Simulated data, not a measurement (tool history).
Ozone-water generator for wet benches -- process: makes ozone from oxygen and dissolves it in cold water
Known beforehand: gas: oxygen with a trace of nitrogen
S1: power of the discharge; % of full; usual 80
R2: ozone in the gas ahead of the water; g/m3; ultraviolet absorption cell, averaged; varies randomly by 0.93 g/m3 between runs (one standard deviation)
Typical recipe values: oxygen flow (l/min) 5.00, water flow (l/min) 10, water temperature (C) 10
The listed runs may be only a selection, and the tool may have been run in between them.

run 1 hour=0.0 | S1=80 oxygen_flow_(l/min)=5.00 water_flow_(l/min)=10 water_temperature_(C)=10 | dissolved_ozone_(ppm)=19.3 R2=153.7
run 2 hour=218.2 | S1=80 oxygen_flow_(l/min)=5.00 water_flow_(l/min)=10 water_temperature_(C)=10 | dissolved_ozone_(ppm)=19.0 R2=153.5
run 3 hour=315.5 | S1=80 oxygen_flow_(l/min)=5.00 water_flow_(l/min)=10 water_temperature_(C)=10 | dissolved_ozone_(ppm)=18.9 R2=156.0
run 4 hour=488.8 | S1=80 oxygen_flow_(l/min)=5.00 water_flow_(l/min)=10 water_temperature_(C)=10 | dissolved_ozone_(ppm)=18.9 R2=151.5
run 5 hour=711.3 | S1=80 oxygen_flow_(l/min)=5.00 water_flow_(l/min)=10 water_temperature_(C)=10 | dissolved_ozone_(ppm)=18.8 R2=153.2
run 6 hour=810.3 | S1=80 oxygen_flow_(l/min)=5.00 water_flow_(l/min)=10 water_temperature_(C)=10 | dissolved_ozone_(ppm)=18.7 R2=152.3
run 7 hour=932.9 | S1=80 oxygen_flow_(l/min)=5.00 water_flow_(l/min)=10 water_temperature_(C)=10 | dissolved_ozone_(ppm)=18.5 R2=151.6
run 8 hour=1112.7 | S1=80 oxygen_flow_(l/min)=5.00 water_flow_(l/min)=10 water_temperature_(C)=10 | dissolved_ozone_(ppm)=18.7 R2=150.8
run 9 hour=1268.5 | S1=80 oxygen_flow_(l/min)=5.00 water_flow_(l/min)=10 water_temperature_(C)=10 | dissolved_ozone_(ppm)=18.6 R2=151.2
run 10 hour=1366.5 | S1=80 oxygen_flow_(l/min)=5.00 water_flow_(l/min)=10 water_temperature_(C)=10 | dissolved_ozone_(ppm)=18.4 R2=150.8
run 11 hour=1559.1 | S1=80 oxygen_flow_(l/min)=5.00 water_flow_(l/min)=10 water_temperature_(C)=10 | dissolved_ozone_(ppm)=18.4 R2=150.3
run 12 hour=1734.4 | S1=80 oxygen_flow_(l/min)=5.00 water_flow_(l/min)=10 water_temperature_(C)=10 | dissolved_ozone_(ppm)=18.3 R2=148.0
-- hour=1753.0 contactor cleaned
run 13 hour=1915.7 | S1=80 oxygen_flow_(l/min)=5.00 water_flow_(l/min)=10 water_temperature_(C)=10 | dissolved_ozone_(ppm)=18.2 R2=147.2
run 14 hour=2072.9 | S1=80 oxygen_flow_(l/min)=5.00 water_flow_(l/min)=10 water_temperature_(C)=10 | dissolved_ozone_(ppm)=17.9 R2=147.8
-- hour=2196.3 contactor cleaned, once more
run 15 hour=2246.6 | S1=80 oxygen_flow_(l/min)=5.00 water_flow_(l/min)=6 water_temperature_(C)=10 | dissolved_ozone_(ppm)=25.4 R2=146.8
run 16 hour=2350.6 | S1=80 oxygen_flow_(l/min)=4.89 water_flow_(l/min)=10 water_temperature_(C)=10 | dissolved_ozone_(ppm)=18.1 R2=148.9
run 17 hour=2461.4 | S1=80 oxygen_flow_(l/min)=4.89 water_flow_(l/min)=10 water_temperature_(C)=10 | dissolved_ozone_(ppm)=18.4 R2=149.2
run 18 hour=2595.7 | S1=80 oxygen_flow_(l/min)=4.89 water_flow_(l/min)=10 water_temperature_(C)=10 | dissolved_ozone_(ppm)=18.1 R2=146.7
run 19 hour=2760.6 | S1=43 oxygen_flow_(l/min)=6.33 water_flow_(l/min)=12 water_temperature_(C)=8 | dissolved_ozone_(ppm)=10.4 R2=83.4
run 20 hour=2913.3 | S1=53 oxygen_flow_(l/min)=5.71 water_flow_(l/min)=8 water_temperature_(C)=9 | dissolved_ozone_(ppm)=15.6 R2=102.3
run 21 hour=3050.2 | S1=53 oxygen_flow_(l/min)=2.50 water_flow_(l/min)=8 water_temperature_(C)=11 | dissolved_ozone_(ppm)=14.4 R2=142.1
run 22 hour=3233.1 | S1=80 oxygen_flow_(l/min)=5.00 water_flow_(l/min)=10 water_temperature_(C)=10 | dissolved_ozone_(ppm)=17.6 R2=144.8
run 23 hour=3449.1 | S1=80 oxygen_flow_(l/min)=5.00 water_flow_(l/min)=10 water_temperature_(C)=10 | dissolved_ozone_(ppm)=17.7 R2=145.5
run 24 hour=3567.7 | S1=80 oxygen_flow_(l/min)=5.00 water_flow_(l/min)=10 water_temperature_(C)=10 | dissolved_ozone_(ppm)=17.5 R2=144.2
run 25 hour=3685.2 | S1=80 oxygen_flow_(l/min)=5.00 water_flow_(l/min)=10 water_temperature_(C)=10 | dissolved_ozone_(ppm)=17.9 R2=144.2
run 26 hour=3873.7 | S1=80 oxygen_flow_(l/min)=8.30 water_flow_(l/min)=10 water_temperature_(C)=10 | dissolved_ozone_(ppm)=17.3 R2=117.3
run 27 hour=4064.7 | S1=80 oxygen_flow_(l/min)=8.30 water_flow_(l/min)=10 water_temperature_(C)=10 | dissolved_ozone_(ppm)=17.1 R2=117.2
run 28 hour=4232.4 | S1=53 oxygen_flow_(l/min)=6.90 water_flow_(l/min)=12 water_temperature_(C)=13 | dissolved_ozone_(ppm)=10.7 R2=93.8
run 29 hour=4385.9 | S1=80 oxygen_flow_(l/min)=5.42 water_flow_(l/min)=10 water_temperature_(C)=15 | dissolved_ozone_(ppm)=15.9 R2=139.0
run 30 hour=4510.4 | S1=80 oxygen_flow_(l/min)=5.42 water_flow_(l/min)=10 water_temperature_(C)=17 | dissolved_ozone_(ppm)=15.1 R2=138.3
run 31 hour=4722.0 | S1=80 oxygen_flow_(l/min)=5.42 water_flow_(l/min)=10 water_temperature_(C)=17 | dissolved_ozone_(ppm)=15.2 R2=138.0
run 32 hour=4927.4 | S1=83 oxygen_flow_(l/min)=5.00 water_flow_(l/min)=13 water_temperature_(C)=7 | dissolved_ozone_(ppm)=14.9 R2=145.0
run 33 hour=5055.9 | S1=83 oxygen_flow_(l/min)=5.00 water_flow_(l/min)=13 water_temperature_(C)=7 | dissolved_ozone_(ppm)=14.8 R2=144.9
run 34 hour=5237.3 | S1=83 oxygen_flow_(l/min)=5.00 water_flow_(l/min)=13 water_temperature_(C)=7 | dissolved_ozone_(ppm)=14.8 R2=143.8

Per-run results on a tool with no hidden state, each run keeping its own random variation:
What the log doesn't record here: yield of the discharge, % of new electrodes'; contactor's efficiency, % of a clean one's; true water temperature over the reading, C; drift of the gauge itself on ozone_ppm, %; drift of the gauge itself on gas_g_m3, %.
run=1 dissolved_ozone_(ppm)=19.7 R2=155.7
run=2 dissolved_ozone_(ppm)=19.5 R2=156.0
run=3 dissolved_ozone_(ppm)=19.5 R2=158.9
run=4 dissolved_ozone_(ppm)=19.6 R2=154.8
run=5 dissolved_ozone_(ppm)=19.6 R2=157.1
run=6 dissolved_ozone_(ppm)=19.5 R2=156.5
run=7 dissolved_ozone_(ppm)=19.4 R2=156.2
run=8 dissolved_ozone_(ppm)=19.7 R2=155.8
run=9 dissolved_ozone_(ppm)=19.6 R2=156.8
run=10 dissolved_ozone_(ppm)=19.5 R2=156.6
run=11 dissolved_ozone_(ppm)=19.6 R2=156.6
run=12 dissolved_ozone_(ppm)=19.6 R2=154.7
run=13 dissolved_ozone_(ppm)=19.7 R2=154.3
run=14 dissolved_ozone_(ppm)=19.5 R2=155.4
run=15 dissolved_ozone_(ppm)=27.2 R2=154.7
run=16 dissolved_ozone_(ppm)=19.5 R2=157.2
run=17 dissolved_ozone_(ppm)=19.8 R2=158.0
run=18 dissolved_ozone_(ppm)=19.5 R2=155.6
run=19 dissolved_ozone_(ppm)=11.0 R2=86.4
run=20 dissolved_ozone_(ppm)=16.7 R2=107.1
run=21 dissolved_ozone_(ppm)=15.4 R2=149.1
run=22 dissolved_ozone_(ppm)=19.3 R2=155.4
run=23 dissolved_ozone_(ppm)=19.5 R2=156.8
run=24 dissolved_ozone_(ppm)=19.4 R2=155.8
run=25 dissolved_ozone_(ppm)=19.9 R2=156.2
run=26 dissolved_ozone_(ppm)=19.3 R2=127.5
run=27 dissolved_ozone_(ppm)=19.2 R2=127.9
run=28 dissolved_ozone_(ppm)=11.8 R2=100.0
run=29 dissolved_ozone_(ppm)=18.0 R2=152.5
run=30 dissolved_ozone_(ppm)=17.2 R2=152.2
run=31 dissolved_ozone_(ppm)=17.4 R2=152.4
run=32 dissolved_ozone_(ppm)=17.2 R2=161.3
run=33 dissolved_ozone_(ppm)=17.2 R2=161.6
run=34 dissolved_ozone_(ppm)=17.2 R2=161.0
